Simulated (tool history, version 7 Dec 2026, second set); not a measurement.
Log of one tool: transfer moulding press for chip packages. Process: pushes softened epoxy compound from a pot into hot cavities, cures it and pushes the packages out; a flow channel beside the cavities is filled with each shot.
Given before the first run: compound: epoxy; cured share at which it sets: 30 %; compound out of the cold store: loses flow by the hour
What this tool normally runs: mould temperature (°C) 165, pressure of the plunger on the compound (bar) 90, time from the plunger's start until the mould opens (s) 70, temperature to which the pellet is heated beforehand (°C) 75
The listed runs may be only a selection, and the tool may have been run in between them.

run	hour	mould temperature (°C)	pressure of the plunger on the compound (bar)	time from the plunger's start until the mould opens (s)	temperature to which the pellet is heated beforehand (°C)	incoming compound's hours out of the cold store	length that the compound runs in the flow channel (mm)	greatest force on the pins that push the packages out (N)
1	0	165	90	70	75	47.4	579	652
# hour 14.8: plunger's sealing rings changed
2	17.5	165	92.7	70	75	20.3	690	815
3	29.2	165	92.7	70	68	14.8	714	880
# hour 40.9: cavities cleaned with cleaning compound and waxed
4	44.5	165	82	70	75	38.4	599	601
5	58.8	160	82	70	75	16.7	662	1187
6	67.5	165	90	70	79	24.8	661	778
7	73.7	165	90	70	75	42.1	605	825
8	83.4	165	90	70	75	14.2	686	874
# hour 92.3: cavities cleaned with cleaning compound and waxed
9	94	165	90	70	75	43.2	604	624
10	107.5	165	90	70	75	21.6	657	760
11	114.6	165	90	70	75	12.5	686	813
12	123.9	161	90	70	75	37.3	625	1137
13	137.4	161	90	70	75	17	676	1281
# hour 143.2: cavities cleaned with cleaning compound and waxed
14	146.8	161	90	70	75	27.4	643	841
15	157.4	161	90	70	75	46.3	590	965
16	165.5	161	90	70	75	16.7	674	1106
# hour 169.1: plunger's sealing rings changed
17	178.4	165	90	70	77	47.2	610	789
18	190.8	165	90	56	78	12.8	703	1692
# hour 196.2: cavities cleaned with cleaning compound and waxed
19	205.6	165	90	56	78	9	713	1305
20	217.7	165	90	70	82	41.4	611	760
21	229.3	165	90	70	82	37	622	837
22	241.1	172	69.3	53	75	41.5	521	1114
# hour 247.4: cavities cleaned with cleaning compound and waxed
23	252.5	158	98.5	83	73	16.4	728	787
24	258.9	165	70.9	70	71	41.9	532	711
25	265.8	157	90	80	75	11.1	713	1175
26	275.2	163	82.9	66	75	12.7	657	1181
27	286	163	82.9	66	75	12.9	659	1272
28	293.7	163	82.9	66	75	30.5	605	1211

Some steps in length that the compound runs in the flow channel (mm) between neighbouring runs. How much of each would the tool show without its hidden state too (settings, what came in, random variation), and how much is left for the hidden state, with any gauge scatter that isn't in both results?
What the log doesn't record here: true mould temperature over the reading, C; pressure that reaches the compound, % of what is set; grip of the stained cavities, % over clean ones'; drift of the gauge itself on flow_mm, %; drift of the gauge itself on push_out_n, %.
Run 1 -> 2: pressure of the plunger on the compound (bar) 90 -> 92.7, plunger's sealing rings changed. length that the compound runs in the flow channel (mm) +111: hidden state +30, all else +81.
Run 16 -> 17: mould temperature (°C) 161 -> 165, temperature to which the pellet is heated beforehand (°C) 75 -> 77, plunger's sealing rings changed. length that the compound runs in the flow channel (mm) -64: hidden state +34, all else -98.
Run 22 -> 23: mould temperature (°C) 172 -> 158, pressure of the plunger on the compound (bar) 69.3 -> 98.5, time from the plunger's start until the mould opens (s) 53 -> 83, temperature to which the pellet is heated beforehand (°C) 75 -> 73, cavities cleaned with cleaning compound and waxed. length that the compound runs in the flow channel (mm) +207: hidden state -7, all else +214.
Run 23 -> 24: mould temperature (°C) 158 -> 165, pressure of the plunger on the compound (bar) 98.5 -> 70.9, time from the plunger's start until the mould opens (s) 83 -> 70, temperature to which the pellet is heated beforehand (°C) 73 -> 71. length that the compound runs in the flow channel (mm) -196: hidden state +5, all else -201.
